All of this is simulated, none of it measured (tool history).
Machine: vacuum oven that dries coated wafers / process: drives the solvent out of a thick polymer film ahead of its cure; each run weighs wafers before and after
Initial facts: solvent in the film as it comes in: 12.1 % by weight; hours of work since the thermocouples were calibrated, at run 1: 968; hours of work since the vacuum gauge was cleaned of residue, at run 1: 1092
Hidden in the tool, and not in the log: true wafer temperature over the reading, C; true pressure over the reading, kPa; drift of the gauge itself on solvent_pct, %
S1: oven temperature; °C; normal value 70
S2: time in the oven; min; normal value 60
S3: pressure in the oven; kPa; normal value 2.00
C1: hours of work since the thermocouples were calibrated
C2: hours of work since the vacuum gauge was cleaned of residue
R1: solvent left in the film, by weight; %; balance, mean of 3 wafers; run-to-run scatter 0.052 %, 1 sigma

run	day	S1	S2	S3	C1	C2	R1
1	0.000	70	60	2.00	968	1092	1.60
2	1.767	70	60	2.00	986	1111	1.55
3	3.662	70	60	3.93	1006	1131	2.47
4	5.867	70	60	2.13	1029	1154	1.68
5	7.217	70	60	2.13	1044	1168	1.62
6	9.350	70	60	2.00	1066	1191	1.60
7	11.104	70	34	2.00	1085	1209	2.98
8	13.188	70	34	2.00	1107	1231	2.94
9	15.017	70	34	2.00	1126	1251	2.98
10	17.296	70	60	2.00	1150	1275	1.60
11	19.383	70	60	2.05	1172	1297	1.56
12	20.754	70	60	2.05	1187	1311	1.66
# day 21.446: vacuum gauge cleaned of residue and calibrated
13	22.521	70	60	2.05	1205	11	1.65
14	23.467	70	60	2.05	1215	21	1.70
15	25.325	68	33	1.46	1234	41	3.49
16	26.275	68	33	1.46	1244	51	3.51
17	28.371	74	107	1.40	1267	73	0.53
18	29.296	74	107	1.40	1276	83	0.59
19	31.408	58	88	1.21	1299	105	3.24
20	32.854	72	60	1.71	1314	121	1.22
21	34.342	83	84	4.60	1330	136	1.27
22	35.875	73	52	6.74	1346	152	3.34
23	37.125	73	52	6.74	1359	166	3.32
24	39.112	73	61	4.93	1380	187	2.34
25	41.058	58	42	6.29	1401	207	8.02
26	42.596	58	42	6.29	1417	223	8.12

Each row is a separate what-if for the run after 26, all from the same tool condition, not one after another. Results?
# day 44.196: oven's thermocouples calibrated
A	44.954	72	42	2.81	8	247	?
# day 44.196: oven's thermocouples calibrated
B	44.954	58	42	3.98	8	247	?
# day 44.196: oven's thermocouples calibrated
C	44.954	58	89	1.43	8	247	?
# day 44.196: oven's thermocouples calibrated
D	44.954	58	78	6.29	8	247	?

run	R1
A	2.25
B	6.97
C	3.33
D	6.69
Take away the tool's hidden state, keep each run's random variation, and the runs would have read:
run	R1
A	2.25
B	6.98
C	3.33
D	6.69
